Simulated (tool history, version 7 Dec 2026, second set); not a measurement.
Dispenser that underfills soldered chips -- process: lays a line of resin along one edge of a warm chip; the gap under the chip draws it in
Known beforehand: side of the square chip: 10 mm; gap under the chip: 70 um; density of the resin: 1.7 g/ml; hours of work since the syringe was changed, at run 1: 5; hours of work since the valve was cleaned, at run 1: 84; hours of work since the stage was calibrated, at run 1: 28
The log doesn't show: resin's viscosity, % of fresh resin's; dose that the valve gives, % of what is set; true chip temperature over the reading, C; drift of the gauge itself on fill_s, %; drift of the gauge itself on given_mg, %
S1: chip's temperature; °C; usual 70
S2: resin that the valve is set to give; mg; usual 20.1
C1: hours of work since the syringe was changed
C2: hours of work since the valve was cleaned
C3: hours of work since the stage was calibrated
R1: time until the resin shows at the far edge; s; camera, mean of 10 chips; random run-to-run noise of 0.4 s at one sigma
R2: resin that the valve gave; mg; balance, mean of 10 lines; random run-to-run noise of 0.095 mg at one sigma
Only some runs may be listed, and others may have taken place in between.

run,day,S1,S2,C1,C2,C3,R1,R2
1,0,70,20.1,5,84,28,36,18.69
# day 0.212: new syringe of resin
2,0.467,70,20.1,5,92,37,35.4,18.48
# day 0.712: new syringe of resin
3,1.121,78,20.1,7,103,48,30.9,18.37
# day 1.246: new syringe of resin
4,1.671,70,20.1,8,113,57,43.2,18.28
# day 1.742: new syringe of resin
5,1.975,70,20.1,4,118,63,33.7,18.19
# day 2.079: dispensing valve cleaned and set on the balance
# day 2.317: new syringe of resin
6,2.617,70,17.1,5,9,73,37.4,16.86
# day 2.854: new syringe of resin
7,3.179,70,17.1,6,19,83,38.5,16.84
# day 3.371: new syringe of resin
8,3.608,70,18.5,4,26,90,34.1,18.06
# day 3.883: new syringe of resin
9,4.146,70,18.5,5,36,100,35.3,17.96
# day 4.379: new syringe of resin
10,4.596,67,19.1,4,43,107,37.9,18.41
# day 4.896: new syringe of resin
11,5.162,67,19.1,5,53,117,40.7,18.25
# day 5.408: new syringe of resin
12,5.767,75,25.3,6,64,128,31.7,23.85
# day 5.921: new syringe of resin
13,6.117,60,25.5,3,70,134,50.1,23.82
# day 6.433: new syringe of resin
14,6.575,60,25.5,2,78,141,46.6,23.73
# day 6.954: new syringe of resin
15,7.208,79,21.8,5,89,152,23.5,20.19
# day 7.488: new syringe of resin
16,7.625,79,21.8,2,96,160,20.1,19.92

Measured less the same run without the tool's hidden state. The same run-to-run variation is in both; the gauge's scatter may not be:
run,R1,R2
1,+10.1,-1.42
2,+9.1,-1.54
3,+11.3,-1.7
4,+17,-1.86
5,+7.8,-1.95
6,+10.6,-0.16
7,+12,-0.29
8,+8.2,-0.43
9,+9,-0.57
10,+8.1,-0.69
11,+10.2,-0.84
12,+11.1,-1.34
13,+9.2,-1.48
14,+6,-1.64
15,+5.9,-1.6
16,+2.5,-1.72

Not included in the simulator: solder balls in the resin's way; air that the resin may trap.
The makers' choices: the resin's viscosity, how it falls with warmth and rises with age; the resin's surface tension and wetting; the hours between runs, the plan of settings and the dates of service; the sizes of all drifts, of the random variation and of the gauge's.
